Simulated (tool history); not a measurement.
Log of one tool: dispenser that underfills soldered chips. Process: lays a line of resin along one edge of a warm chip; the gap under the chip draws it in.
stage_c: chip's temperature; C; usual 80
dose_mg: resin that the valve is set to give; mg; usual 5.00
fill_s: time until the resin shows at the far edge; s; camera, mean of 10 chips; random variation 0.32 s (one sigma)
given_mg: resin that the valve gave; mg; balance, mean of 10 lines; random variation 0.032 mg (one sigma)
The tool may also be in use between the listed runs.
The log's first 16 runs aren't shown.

run,hour,stage_c,dose_mg,hours of work since the syringe was changed,hours of work since the valve was cleaned,hours of work since the stage was calibrated,fill_s,given_mg
# hour 100.4: new syringe of resin
17,103.3,80,5.00,2,34,96,13.5,4.95
18,108.0,80,5.00,5,37,99,16.3,4.90
# hour 110.9: new syringe of resin
19,113.6,74,5.00,2,41,102,17.4,4.89
20,116.9,82,5.55,4,43,104,13.8,5.38
# hour 121.3: new syringe of resin
21,123.3,72,5.55,1,47,108,18.2,5.46
22,128.5,72,5.55,5,51,112,23.6,5.49
# hour 131.9: new syringe of resin
23,133.2,80,5.18,1,53,115,12.2,5.06
24,137.6,80,5.18,4,56,118,15.0,5.05
# hour 142.3: new syringe of resin
25,143.4,68,6.21,1,60,121,20.6,6.03
26,151.3,80,6.26,6,65,127,17.3,6.10
# hour 152.6: new syringe of resin
27,154.9,80,5.91,1,67,129,12.3,5.69
28,160.0,88,4.78,5,71,132,12.0,4.65
# hour 163.4: new syringe of resin
29,166.6,75,5.54,2,75,136,16.5,5.34
30,170.1,80,4.33,4,77,139,15.8,4.19
# hour 174.1: new syringe of resin
31,175.1,80,5.79,1,81,142,11.9,5.56
32,180.9,74,5.32,5,84,146,20.4,5.08
# hour 184.8: new syringe of resin
33,184.8,74,5.32,0,87,148,14.7,5.11
34,190.3,74,5.32,4,90,152,19.1,5.15
# hour 195.5: new syringe of resin
35,196.3,72,4.98,1,94,155,17.5,4.81
36,204.3,91,4.81,6,99,161,10.6,4.61
# hour 205.8: new syringe of resin
37,209.8,89,5.88,3,103,164,9.6,5.62

Forecast each of these 3 alternatives for the next run:
A,215.1,77,5.22,6,106,168,?,?
B,215.1,76,5.54,6,106,168,?,?
C,215.1,88,5.00,6,106,168,?,?

run,fill_s,given_mg
A,20.5,4.96
B,21.3,5.26
C,12.2,4.78
Without the tool's hidden state the same runs would have given:
run,fill_s,given_mg
A,12.8,5.21
B,13.4,5.52
C,7.6,5.01
